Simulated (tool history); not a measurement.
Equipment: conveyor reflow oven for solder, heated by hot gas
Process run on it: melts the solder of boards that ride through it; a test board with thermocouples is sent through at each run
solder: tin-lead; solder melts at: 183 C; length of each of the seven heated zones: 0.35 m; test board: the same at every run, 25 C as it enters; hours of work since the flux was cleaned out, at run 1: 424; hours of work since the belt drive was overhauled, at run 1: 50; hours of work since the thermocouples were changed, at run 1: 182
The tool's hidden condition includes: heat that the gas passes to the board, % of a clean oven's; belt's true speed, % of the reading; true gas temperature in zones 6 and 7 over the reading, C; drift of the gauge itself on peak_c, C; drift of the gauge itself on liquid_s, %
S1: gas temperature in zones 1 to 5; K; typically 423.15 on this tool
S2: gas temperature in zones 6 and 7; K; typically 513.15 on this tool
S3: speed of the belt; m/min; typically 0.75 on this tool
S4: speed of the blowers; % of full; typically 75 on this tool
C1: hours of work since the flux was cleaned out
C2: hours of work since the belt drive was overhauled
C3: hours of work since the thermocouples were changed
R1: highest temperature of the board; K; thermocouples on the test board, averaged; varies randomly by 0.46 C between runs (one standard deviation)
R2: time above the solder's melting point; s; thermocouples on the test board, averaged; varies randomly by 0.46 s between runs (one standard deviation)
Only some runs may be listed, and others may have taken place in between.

run	hour	S1	S2	S3	S4	C1	C2	C3	R1	R2
1	0	423.15	513.15	0.75	75	424	50	182	492.45	45
2	10	423.15	513.15	0.697	75	430	56	187	495.25	50.7
3	18.4	423.15	513.15	0.75	75	435	61	192	491.45	45.2
4	25	423.15	513.15	0.75	75	439	65	196	491.95	45.2
5	33.4	423.15	513.15	0.75	75	443	69	201	492.75	44.5
6	44.1	423.15	513.15	0.75	75	449	75	207	492.45	45.8
7	51.9	423.15	514.15	0.837	61	454	80	211	483.05	33.1
8	58.1	423.15	514.15	0.837	61	457	83	215	483.55	34.1
9	64.3	409.15	513.15	0.82	75	461	87	218	485.05	33.4
10	72.3	423.15	521.15	0.825	52	465	91	223	484.85	35.5
11	80.5	408.15	514.15	0.831	64	470	96	227	479.95	28.4
12	86.8	429.15	513.15	0.632	75	473	99	231	499.05	61.4

Measured less the same run without the tool's hidden state. The same run-to-run variation is in both; the gauge's scatter may not be:
run	R1	R2
1	-4.3	-2.7
2	-4	-2.3
3	-4.4	-2.7
4	-4.4	-2.7
5	-4.5	-2.7
6	-4.5	-2.7
7	-4.9	-4
8	-5	-4
9	-6	-4.3
10	-4.7	-3.7
11	-5.9	-4.8
12	-3.4	-1.5

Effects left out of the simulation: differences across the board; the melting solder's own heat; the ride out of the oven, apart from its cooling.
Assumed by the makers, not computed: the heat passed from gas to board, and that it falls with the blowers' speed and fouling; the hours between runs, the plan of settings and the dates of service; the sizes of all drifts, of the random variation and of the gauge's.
